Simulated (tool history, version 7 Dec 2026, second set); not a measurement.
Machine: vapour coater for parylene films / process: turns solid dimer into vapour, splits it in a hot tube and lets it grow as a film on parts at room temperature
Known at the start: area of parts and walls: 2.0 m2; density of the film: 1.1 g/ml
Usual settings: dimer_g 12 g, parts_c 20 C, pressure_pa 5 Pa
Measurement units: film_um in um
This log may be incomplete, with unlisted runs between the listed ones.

| run | hour | dimer_g | parts_c | pressure_pa | film_um |
|---|---|---|---|---|---|
| 1 | 0 | 12 | 20 | 5 | 3.62 |
| 2 | 13.5 | 6 | 20 | 5 | 1.8 |
| 3 | 31.8 | 12 | 20 | 5 | 3.59 |
| 4 | 46 | 12 | 31 | 5 | 2.75 |
| 5 | 67.8 | 12 | 20 | 5 | 3.58 |
| 6 | 89.4 | 12 | 20 | 5 | 3.57 |
| 7 | 109.5 | 12 | 20 | 5 | 3.58 |
| 8 | 125.8 | 12 | 20 | 5 | 3.55 |
| 9 | 149 | 12 | 20 | 5 | 3.53 |
| 10 | 160.8 | 12 | 20 | 5 | 3.53 |
| 11 | 184.8 | 12 | 20 | 5 | 3.52 |
| 12 | 202.7 | 12 | 20 | 5 | 3.48 |
| 13 | 224.6 | 12 | 20 | 5 | 3.51 |
| 14 | 245.6 | 12 | 20 | 5 | 3.51 |
| 15 | 263.5 | 12 | 20 | 5 | 3.48 |
|  | 271.8 | trap's valve overhauled |
| 16 | 281.8 | 12 | 20 | 5 | 3.73 |
| 17 | 294.3 | 12 | 20 | 5 | 3.76 |
| 18 | 307.3 | 12 | 20 | 5 | 3.67 |
| 19 | 332.2 | 12 | 26 | 5 | 3.17 |
| 20 | 358.3 | 12 | 26 | 5 | 3.2 |
| 21 | 377.7 | 12 | 20 | 5 | 3.68 |
| 22 | 404.9 | 12 | 20 | 5 | 3.64 |
| 23 | 422.9 | 12 | 20 | 5 | 3.6 |
| 24 | 441.5 | 12 | 20 | 5 | 3.65 |
| 25 | 465.3 | 12 | 16 | 5.19 | 3.94 |
| 26 | 490.7 | 12 | 16 | 5.19 | 3.93 |
| 27 | 504.5 | 6 | 17 | 5.19 | 1.91 |
| 28 | 523.3 | 7 | 26 | 2.25 | 2.11 |
| 29 | 548 | 6 | 26 | 5.55 | 1.52 |
| 30 | 560.8 | 14 | 26 | 7.4 | 3.37 |
| 31 | 572 | 14 | 26 | 7.4 | 3.3 |
| 32 | 595.1 | 14 | 26 | 7.4 | 3.31 |
| 33 | 611.9 | 7 | 18 | 5 | 2.17 |
| 34 | 624.8 | 7 | 18 | 5 | 2.16 |
| 35 | 646.4 | 5 | 14 | 2.49 | 1.93 |
| 36 | 670.3 | 7 | 20 | 7.13 | 1.92 |
|  | 683.8 | trap's valve overhauled |
| 37 | 699.1 | 7 | 20 | 7.13 | 2.02 |
| 38 | 713.5 | 12 | 20 | 4.79 | 3.77 |
| 39 | 725.3 | 12 | 20 | 4.79 | 3.78 |
| 40 | 750.3 | 12 | 20 | 2.96 | 4.13 |
| 41 | 762.6 | 18 | 26 | 10.45 | 4.15 |
| 42 | 789.5 | 21 | 24 | 9.37 | 5.19 |
| 43 | 802.8 | 13 | 19 | 9.37 | 3.63 |
| 44 | 820 | 12 | 13 | 4.42 | 4.47 |
| 45 | 844.7 | 8 | 17 | 3.57 | 2.79 |
| 46 | 867.2 | 7 | 20 | 3.37 | 2.31 |
| 47 | 882.8 | 7 | 29 | 4.2 | 1.77 |

Predict each of these 4 candidate next runs independently; none follows another, all start after run 47:
| A | 895.5 | 11 | 20 | 10.25 | ? |
| B | 895.5 | 7 | 30 | 10.75 | ? |
| C | 895.5 | 12 | 23 | 5 | ? |
| D | 895.5 | 12 | 20 | 4.28 | ? |

| run | film_um |
|---|---|
| A | 2.88 |
| B | 1.43 |
| C | 3.39 |
| D | 3.78 |
What these runs would have given with no unlogged condition in the tool:
| run | film_um |
|---|---|
| A | 2.91 |
| B | 1.44 |
| C | 3.42 |
| D | 3.81 |
